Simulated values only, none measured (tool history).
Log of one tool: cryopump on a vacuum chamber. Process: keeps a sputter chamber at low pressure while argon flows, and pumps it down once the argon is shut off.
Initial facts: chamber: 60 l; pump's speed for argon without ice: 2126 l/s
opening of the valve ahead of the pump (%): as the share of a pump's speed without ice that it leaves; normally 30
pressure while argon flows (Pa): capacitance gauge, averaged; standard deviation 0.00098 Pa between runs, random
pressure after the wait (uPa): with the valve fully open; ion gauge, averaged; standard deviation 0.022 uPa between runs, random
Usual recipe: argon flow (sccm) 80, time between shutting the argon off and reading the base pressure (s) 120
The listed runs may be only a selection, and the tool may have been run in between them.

run,hour,argon flow (sccm),time between shutting the argon off and reading the base pressure (s),opening of the valve ahead of the pump (%),pressure while argon flows (Pa),pressure after the wait (uPa)
1,0,80,120,30,0.2184,0.71
2,21.6,80,120,30,0.221,0.79
3,41.5,80,120,30,0.2204,0.73
4,60.7,80,120,29,0.2281,0.74
5,73.7,68,120,30,0.1879,0.74
6,101.1,68,120,30,0.1864,0.74
7,116.3,80,32,30,0.2201,2.06
8,136.9,80,32,30,0.2204,2.08
9,150.5,80,120,48,0.1419,0.75
10,170.1,80,129,48,0.1431,0.72
11,185.9,80,129,48,0.143,0.71
12,202,78,64,18,0.3537,1.18
13,230.2,143,66,40,0.3027,1.16
14,254.5,91,120,31,0.2455,0.73
15,283.5,81,84,30,0.2268,0.98
16,304.8,81,84,30,0.225,0.97
17,332.3,81,84,30,0.2262,0.99
18,344.7,81,84,30,0.2263,0.97
19,356.9,55,120,25,0.181,0.79
20,378.3,125,153,20,0.5137,0.66
21,406.5,73,193,44,0.144,0.6

Table of differences, measured result less the result of that run with no hidden state. Run-to-run variation is the same in both. Gauge scatter possibly is not:
Hidden state at play: pump's speed, % of a pump's without ice; cold plate's temperature, K; leak into the chamber, uPa l/s; drift of the gauge itself on working_pa, %; drift of the gauge itself on base_upa, %.
run,pressure while argon flows (Pa),pressure after the wait (uPa)
1,+0.0071,+0.11
2,+0.0073,+0.11
3,+0.0076,+0.12
4,+0.0079,+0.11
5,+0.0068,+0.11
6,+0.0071,+0.12
7,+0.0085,+0.12
8,+0.0088,+0.13
9,+0.009,+0.12
10,+0.0092,+0.12
11,+0.0096,+0.13
12,+0.0094,+0.13
13,+0.018,+0.13
14,+0.0119,+0.13
15,+0.0109,+0.14
16,+0.0111,+0.14
17,+0.0115,+0.15
18,+0.0117,+0.15
19,+0.008,+0.15
20,+0.0186,+0.15
21,+0.0113,+0.15

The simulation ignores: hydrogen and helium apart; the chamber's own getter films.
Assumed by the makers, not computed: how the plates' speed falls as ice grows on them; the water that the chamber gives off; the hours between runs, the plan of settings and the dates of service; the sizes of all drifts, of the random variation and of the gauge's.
